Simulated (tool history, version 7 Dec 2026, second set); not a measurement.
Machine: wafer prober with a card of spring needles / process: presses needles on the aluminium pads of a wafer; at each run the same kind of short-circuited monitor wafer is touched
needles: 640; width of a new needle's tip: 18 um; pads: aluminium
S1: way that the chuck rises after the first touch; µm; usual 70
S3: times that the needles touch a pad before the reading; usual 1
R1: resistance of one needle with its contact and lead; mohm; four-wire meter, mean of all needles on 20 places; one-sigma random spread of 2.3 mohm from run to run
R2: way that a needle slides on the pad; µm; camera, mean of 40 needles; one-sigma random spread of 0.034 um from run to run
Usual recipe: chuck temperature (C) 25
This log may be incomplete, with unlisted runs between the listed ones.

{"run": 1, "day": 0.0, "S1": 70, "chuck temperature (C)": 25, "S3": 1, "R1": 256, "R2": 17.91}
{"day": 0.354, "done": "tips cleaned on abrasive film"}
{"run": 2, "day": 0.404, "S1": 70, "chuck temperature (C)": 25, "S3": 1, "R1": 253, "R2": 17.95}
{"run": 3, "day": 0.679, "S1": 70, "chuck temperature (C)": 25, "S3": 1, "R1": 253, "R2": 17.96}
{"run": 4, "day": 1.271, "S1": 70, "chuck temperature (C)": 25, "S3": 1, "R1": 252, "R2": 17.93}
{"run": 5, "day": 1.654, "S1": 70, "chuck temperature (C)": 25, "S3": 1, "R1": 255, "R2": 17.96}
{"day": 1.696, "done": "tips cleaned on abrasive film"}
{"run": 6, "day": 2.179, "S1": 70, "chuck temperature (C)": 25, "S3": 1, "R1": 257, "R2": 17.97}
{"run": 7, "day": 2.675, "S1": 70, "chuck temperature (C)": 25, "S3": 1, "R1": 255, "R2": 17.98}
{"run": 8, "day": 2.95, "S1": 70, "chuck temperature (C)": 25, "S3": 1, "R1": 259, "R2": 18.03}
{"day": 3.067, "done": "tips cleaned on abrasive film"}
{"run": 9, "day": 3.233, "S1": 70, "chuck temperature (C)": 25, "S3": 1, "R1": 251, "R2": 18.02}
{"run": 10, "day": 3.671, "S1": 70, "chuck temperature (C)": 25, "S3": 1, "R1": 254, "R2": 17.99}
{"run": 11, "day": 3.996, "S1": 70, "chuck temperature (C)": 25, "S3": 1, "R1": 254, "R2": 18.04}
{"day": 4.442, "done": "tips cleaned on abrasive film"}
{"run": 12, "day": 4.458, "S1": 70, "chuck temperature (C)": 25, "S3": 1, "R1": 256, "R2": 18.12}
{"run": 13, "day": 4.862, "S1": 70, "chuck temperature (C)": 25, "S3": 1, "R1": 255, "R2": 18.05}
{"run": 14, "day": 5.512, "S1": 70, "chuck temperature (C)": 25, "S3": 3, "R1": 256, "R2": 18.01}
{"day": 5.783, "done": "tips cleaned on abrasive film"}
{"run": 15, "day": 5.9, "S1": 70, "chuck temperature (C)": 25, "S3": 3, "R1": 251, "R2": 18.09}
{"run": 16, "day": 6.542, "S1": 70, "chuck temperature (C)": 25, "S3": 1, "R1": 257, "R2": 18.12}
{"day": 7.15, "done": "tips cleaned on abrasive film"}
{"run": 17, "day": 7.158, "S1": 70, "chuck temperature (C)": 25, "S3": 1, "R1": 255, "R2": 18.15}
{"run": 18, "day": 7.642, "S1": 70, "chuck temperature (C)": 25, "S3": 1, "R1": 258, "R2": 18.21}
{"run": 19, "day": 8.208, "S1": 67, "chuck temperature (C)": 65, "S3": 1, "R1": 265, "R2": 17.44}
{"day": 8.512, "done": "tips cleaned on abrasive film"}
{"run": 20, "day": 8.867, "S1": 67, "chuck temperature (C)": 65, "S3": 1, "R1": 268, "R2": 17.5}
{"run": 21, "day": 9.158, "S1": 67, "chuck temperature (C)": 65, "S3": 1, "R1": 266, "R2": 17.4}
{"run": 22, "day": 9.692, "S1": 67, "chuck temperature (C)": 65, "S3": 1, "R1": 271, "R2": 17.42}
{"day": 9.858, "done": "tips cleaned on abrasive film"}
{"run": 23, "day": 10.271, "S1": 67, "chuck temperature (C)": 65, "S3": 1, "R1": 267, "R2": 17.47}
{"run": 24, "day": 10.662, "S1": 53, "chuck temperature (C)": 29, "S3": 1, "R1": 264, "R2": 13.86}
{"day": 10.925, "done": "gauge calibrated"}
{"run": 25, "day": 11.088, "S1": 82, "chuck temperature (C)": 26, "S3": 1, "R1": 249, "R2": 20.96}
{"day": 11.204, "done": "tips cleaned on abrasive film"}
{"run": 26, "day": 11.467, "S1": 82, "chuck temperature (C)": 26, "S3": 1, "R1": 252, "R2": 20.99}
{"run": 27, "day": 11.875, "S1": 82, "chuck temperature (C)": 26, "S3": 1, "R1": 251, "R2": 20.98}
{"run": 28, "day": 12.175, "S1": 61, "chuck temperature (C)": 61, "S3": 2, "R1": 268, "R2": 15.69}
{"day": 12.546, "done": "tips cleaned on abrasive film"}
{"run": 29, "day": 12.758, "S1": 50, "chuck temperature (C)": 61, "S3": 3, "R1": 275, "R2": 12.84}
{"run": 30, "day": 13.388, "S1": 50, "chuck temperature (C)": 30, "S3": 1, "R1": 268, "R2": 12.85}
{"run": 31, "day": 13.679, "S1": 79, "chuck temperature (C)": 30, "S3": 2, "R1": 250, "R2": 20.31}
{"day": 13.917, "done": "tips cleaned on abrasive film"}
{"run": 32, "day": 14.275, "S1": 70, "chuck temperature (C)": 25, "S3": 3, "R1": 256, "R2": 18.01}
{"run": 33, "day": 14.717, "S1": 70, "chuck temperature (C)": 29, "S3": 3, "R1": 254, "R2": 18.06}
{"run": 34, "day": 15.029, "S1": 70, "chuck temperature (C)": 34, "S3": 1, "R1": 255, "R2": 18.06}
{"day": 15.246, "done": "tips cleaned on abrasive film"}
{"run": 35, "day": 15.421, "S1": 58, "chuck temperature (C)": 92, "S3": 2, "R1": 279, "R2": 15.0}

Difference, measured minus no-hidden-state, one row per run. Run-to-run variation is common to both terms; the gauge's own scatter need not be:
Unlogged tool condition in this case: debris on the tips, nm; way that the needles fall short of the set height, um; tips' diameter, um; drift of the gauge itself on contact_mohm, %; drift of the gauge itself on scrub_um, %.
run=1 R2=+0.00
run=2 R2=+0.01
run=3 R2=+0.02
run=4 R2=+0.04
run=5 R2=+0.05
run=6 R2=+0.07
run=7 R2=+0.09
run=8 R2=+0.09
run=9 R2=+0.10
run=10 R2=+0.11
run=11 R2=+0.12
run=12 R2=+0.14
run=13 R2=+0.15
run=14 R2=+0.17
run=15 R2=+0.18
run=16 R2=+0.20
run=17 R2=+0.23
run=18 R2=+0.24
run=19 R2=+0.24
run=20 R2=+0.26
run=21 R2=+0.27
run=22 R2=+0.29
run=23 R2=+0.31
run=24 R2=+0.25
run=25 R2=+0.01
run=26 R2=+0.02
run=27 R2=+0.03
run=28 R2=+0.03
run=29 R2=+0.03
run=30 R2=+0.05
run=31 R2=+0.10
run=32 R2=+0.10
run=33 R2=+0.12
run=34 R2=+0.12
run=35 R2=+0.12
For R1, the value without the hidden state is never more than 1 mohm from the measured value.
